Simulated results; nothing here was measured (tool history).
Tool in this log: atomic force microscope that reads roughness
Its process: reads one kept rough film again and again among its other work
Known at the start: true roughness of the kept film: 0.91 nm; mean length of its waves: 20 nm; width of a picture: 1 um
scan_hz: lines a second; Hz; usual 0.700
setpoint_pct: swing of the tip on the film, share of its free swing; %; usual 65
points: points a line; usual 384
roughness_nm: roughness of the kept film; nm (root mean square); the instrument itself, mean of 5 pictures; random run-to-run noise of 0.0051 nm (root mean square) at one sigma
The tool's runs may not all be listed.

run     day  scan_hz  setpoint_pct  points  roughness_nm
  1   0.000    0.700            65     384         0.807
  2   0.658    0.700            65     384         0.801
  3   1.517    0.700            77     384         0.782
  4   2.558    0.720            65     384         0.799
  5   3.654    0.720            65     384         0.807
  6   4.562    0.720            65     384         0.799
      5.204  -- new tip fitted
  7   5.375    0.720            65     384         0.798
  8   6.429    0.837            65     384         0.810
  9   7.138    0.837            65     384         0.816
 10   7.812    0.700            65     384         0.800
 11   8.371    0.700            65     384         0.801
 12   9.000    0.700            65     384         0.810
 13   9.962    0.700            65     384         0.805
 14  10.983    0.700            65     384         0.805
     11.283  -- new tip fitted
 15  11.733    0.700            65     384         0.804
 16  12.417    0.700            65     886         0.810
 17  13.279    3.965            65     384         0.749
 18  13.979    1.346            82     384         0.745
 19  15.100    0.837            62     261         0.799
 20  15.688    0.915            65     384         0.803
 21  16.579    0.915            65     384         0.795
     17.283  -- new tip fitted
 22  17.483    0.915            65     384         0.794
 23  18.375    1.650            61     407         0.790
 24  18.975    0.700            88     383         0.776
 25  19.929    0.700            88     383         0.774
 26  20.546    0.700            88     383         0.770
 27  21.483    0.735            73     384         0.794
 28  21.967    2.463            65     269         0.754
 29  23.029    3.224            68     635         0.747

Run 30 comes next. What will it give?
     23.304  -- new tip fitted
 30  24.179    0.700            68     384             ?

{"run 30": {"roughness_nm": 0.815}}
Take away the tool's hidden state, keep the run-to-run variation as it was, and the same run would have given roughness_nm 0.816 nm (root mean square).
